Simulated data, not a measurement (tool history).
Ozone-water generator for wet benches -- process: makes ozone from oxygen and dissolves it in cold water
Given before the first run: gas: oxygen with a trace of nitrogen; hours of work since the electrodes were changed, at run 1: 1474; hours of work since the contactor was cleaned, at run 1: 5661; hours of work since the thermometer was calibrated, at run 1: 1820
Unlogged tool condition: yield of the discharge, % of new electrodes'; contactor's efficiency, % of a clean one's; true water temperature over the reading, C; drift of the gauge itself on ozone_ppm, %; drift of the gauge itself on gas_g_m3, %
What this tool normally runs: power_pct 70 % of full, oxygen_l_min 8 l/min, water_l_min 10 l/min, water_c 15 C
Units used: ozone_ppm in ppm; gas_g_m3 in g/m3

run	hour	power_pct	oxygen_l_min	water_l_min	water_c	hours of work since the electrodes were changed	hours of work since the contactor was cleaned	hours of work since the thermometer was calibrated	ozone_ppm	gas_g_m3
1	0	70	8	10	15	1474	5661	1820	36.3	246.5
2	61.5	70	8	10	15	1534	5720	1879	36.4	244.7
3	109.2	70	8	10	18	1580	5766	1925	34.1	248.3
4	178.2	70	8	10	18	1646	5833	1992	34	246.9
5	233	70	8	10	18	1699	5886	2045	33.7	247.6
6	300.3	70	8	10	18	1764	5951	2110	33.9	247.2
7	340	70	8	11	7	1802	5989	2148	40.3	246.8
8	405.2	70	8	11	7	1865	6052	2211	39	248.6
9	494.6	70	8	11	7	1951	6138	2297	39.8	246.9
10	536.1	70	9.59	11	16	1991	6178	2337	32.5	226.9
11	581.2	70	8	10	12	2035	6221	2380	38.3	246.6

Below are 5 alternative next runs, each starting from the tool's condition after run 11. Predict each:
A	636.3	70	6.46	10	8	2088	6275	2433	?	?
B	636.3	72	5.01	13	15	2088	6275	2433	?	?
C	636.3	70	8	10	13	2088	6275	2433	?	?
D	636.3	70	8.74	10	12	2088	6275	2433	?	?
E	636.3	70	6.3	9	10	2088	6275	2433	?	?

run	ozone_ppm	gas_g_m3
A	42.2	267.5
B	29.7	303
C	38	248.6
D	38.3	239.3
E	44.3	272.1
Take away the tool's hidden state, keep each run's random variation, and the runs would have read:
run	ozone_ppm	gas_g_m3
A	42.3	267.6
B	29.8	303.1
C	38.1	248.6
D	38.3	239.4
E	44.4	272.1

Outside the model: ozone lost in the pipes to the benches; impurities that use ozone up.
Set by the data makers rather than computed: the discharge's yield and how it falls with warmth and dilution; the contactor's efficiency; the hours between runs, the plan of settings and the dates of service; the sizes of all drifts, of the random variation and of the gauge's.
